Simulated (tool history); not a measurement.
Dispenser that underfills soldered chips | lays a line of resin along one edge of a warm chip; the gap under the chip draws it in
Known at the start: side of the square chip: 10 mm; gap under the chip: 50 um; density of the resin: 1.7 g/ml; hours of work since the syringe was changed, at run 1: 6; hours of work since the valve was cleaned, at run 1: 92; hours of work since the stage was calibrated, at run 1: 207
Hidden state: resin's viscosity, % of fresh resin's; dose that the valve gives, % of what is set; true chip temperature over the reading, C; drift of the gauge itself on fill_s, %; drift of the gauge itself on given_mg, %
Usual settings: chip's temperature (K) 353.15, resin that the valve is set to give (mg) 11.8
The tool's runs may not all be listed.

run  hour  chip's temperature (K)  resin that the valve is set to give (mg)  hours of work since the syringe was changed  hours of work since the valve was cleaned  hours of work since the stage was calibrated  time until the resin shows at the far edge (s)  resin that the valve gave (mg)
  1     0                  353.15                                      11.8                                            6                                         92                                           207                                           125.3                           11.15
      5.6  -- new syringe of resin
  2  10.7                  353.15                                      11.8                                            4                                        100                                           215                                           114.5                           11.09
     18.5  -- new syringe of resin
  3    19                  353.15                                      11.8                                            0                                        106                                           221                                            95.3                           10.99
     31.4  -- new syringe of resin
  4    34                  353.15                                      11.8                                            2                                        117                                           232                                           103.5                           10.94
  5  43.4                  341.15                                      11.8                                            9                                        124                                           239                                           270.1                           10.87
     44.5  -- new syringe of resin
     57.1  -- new syringe of resin
  6  58.1                  338.15                                      11.8                                            1                                        134                                           249                                           210.9                            10.8
  7  66.9                  338.15                                      11.8                                            7                                        141                                           256                                           296.8                            10.7

Forecast run 8:
     70.9  -- new syringe of resin
     73.4  -- dispensing valve cleaned and set on the balance
  8  80.7                  338.15                                      11.8                                            7                                          5                                           265                                               ?                               ?

time until the resin shows at the far edge (s): 275.7
resin that the valve gave (mg): 11.79
Without the tool's hidden state the same run would have given time until the resin shows at the far edge (s) 212.7, resin that the valve gave (mg) 11.84.
